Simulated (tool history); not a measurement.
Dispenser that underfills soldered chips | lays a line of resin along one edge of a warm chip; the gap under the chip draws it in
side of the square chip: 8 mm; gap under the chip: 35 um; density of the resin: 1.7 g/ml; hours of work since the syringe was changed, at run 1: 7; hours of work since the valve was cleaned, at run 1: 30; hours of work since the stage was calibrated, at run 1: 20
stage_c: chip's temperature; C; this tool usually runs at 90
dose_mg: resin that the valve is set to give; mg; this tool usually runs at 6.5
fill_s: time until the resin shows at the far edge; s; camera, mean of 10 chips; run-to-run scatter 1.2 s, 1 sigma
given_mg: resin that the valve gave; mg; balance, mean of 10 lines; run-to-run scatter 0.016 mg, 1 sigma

run	hour	stage_c	dose_mg	hours of work since the syringe was changed	hours of work since the valve was cleaned	hours of work since the stage was calibrated	fill_s	given_mg
1	0	90	6.5	7	30	20	172.8	6.42
# hour 3.3: new syringe of resin
2	4.6	89	6.5	1	33	24	130.5	6.38
3	11.6	90	6.5	6	38	29	176.6	6.37
# hour 15.1: new syringe of resin
4	18.5	78	6.5	3	43	34	239.2	6.4
5	22.1	78	6.5	5	46	37	276.1	6.33
# hour 27.1: new syringe of resin
6	27.2	78	7.98	0	50	40	208.8	7.82
7	31.8	78	7.98	4	53	44	250.6	7.77
8	35.9	78	7.98	7	56	47	305.8	7.76
# hour 38.9: new syringe of resin
9	40.2	78	7.98	1	60	50	212.8	7.73
10	46.8	89	6.5	6	65	55	176.4	6.28
# hour 50.9: new syringe of resin
11	53.6	77	6.5	2	70	60	236.5	6.28
12	59.7	77	6.5	7	74	65	310.8	6.27
# hour 62.6: new syringe of resin
13	63	77	6.5	0	77	67	221.4	6.26
# hour 69.3: dispensing valve cleaned and set on the balance
14	70.3	77	5.72	5	1	72	290.6	5.7
# hour 75.5: new syringe of resin
15	77.6	77	5.72	2	6	77	243	5.7
16	80.6	77	5.72	4	8	80	275.8	5.7
# hour 87.2: new syringe of resin
17	87.4	90	6.1	0	13	85	124.6	6.06
18	92.4	90	6.1	4	17	89	154.2	6.08
# hour 99.2: new syringe of resin
19	99.3	97	5.72	0	22	94	91.7	5.66
20	103.9	97	6.45	4	26	97	111	6.34
21	109.9	94	8.47	8	30	102	156.7	8.38
# hour 111.1: new syringe of resin
22	115	91	7.09	3	34	105	137.2	6.96
23	117.9	91	7.09	5	36	108	158.9	7
# hour 123.3: new syringe of resin
24	124.8	79	6.08	1	41	113	214.9	5.96
25	129.1	99	6.5	4	45	116	110	6.36
26	133.7	98	7.4	8	48	120	135	7.19
# hour 135.1: new syringe of resin
27	138.9	98	7.23	3	52	123	106.4	7.05
28	145.7	94	5.92	8	57	129	168.9	5.75
# hour 147: new syringe of resin
29	152.7	104	6.62	4	62	134	88.7	6.41
30	155.8	77	6.22	7	65	136	319	6.01
# hour 158.9: new syringe of resin
31	162.6	77	7.81	3	70	141	249.1	7.54
32	168.7	83	8.45	8	74	146	245.2	8.15
# hour 170.5: new syringe of resin
33	171.9	83	8.45	1	77	148	174.6	8.12
# hour 178.1: dispensing valve cleaned and set on the balance
34	178.3	83	8.45	5	0	152	222.5	8.42
# hour 183.2: new syringe of resin
35	183.4	81	6.5	0	4	156	183.8	6.43

Some steps in fill_s between neighbouring runs. How much of each would the tool show without its hidden state too (settings, what came in, random variation), and how much is left for the hidden state, with any gauge scatter that isn't in both results?
What the log doesn't record here: resin's viscosity, % of fresh resin's; dose that the valve gives, % of what is set; true chip temperature over the reading, C; drift of the gauge itself on fill_s, %; drift of the gauge itself on given_mg, %.
Run 8 -> 9: new syringe of resin. fill_s -93 s: hidden state -88.7, all else -4.3.
Run 12 -> 13: new syringe of resin. fill_s -89.4 s: hidden state -89.1, all else -0.3.
Run 16 -> 17: stage_c 77 -> 90, dose_mg 5.72 -> 6.1, new syringe of resin. fill_s -151.2 s: hidden state -55, all else -96.2.
Run 24 -> 25: stage_c 79 -> 99, dose_mg 6.08 -> 6.5. fill_s -104.9 s: hidden state +7.7, all else -112.6.
Run 29 -> 30: stage_c 104 -> 77, dose_mg 6.62 -> 6.22. fill_s +230.3 s: hidden state +84.9, all else +145.4.
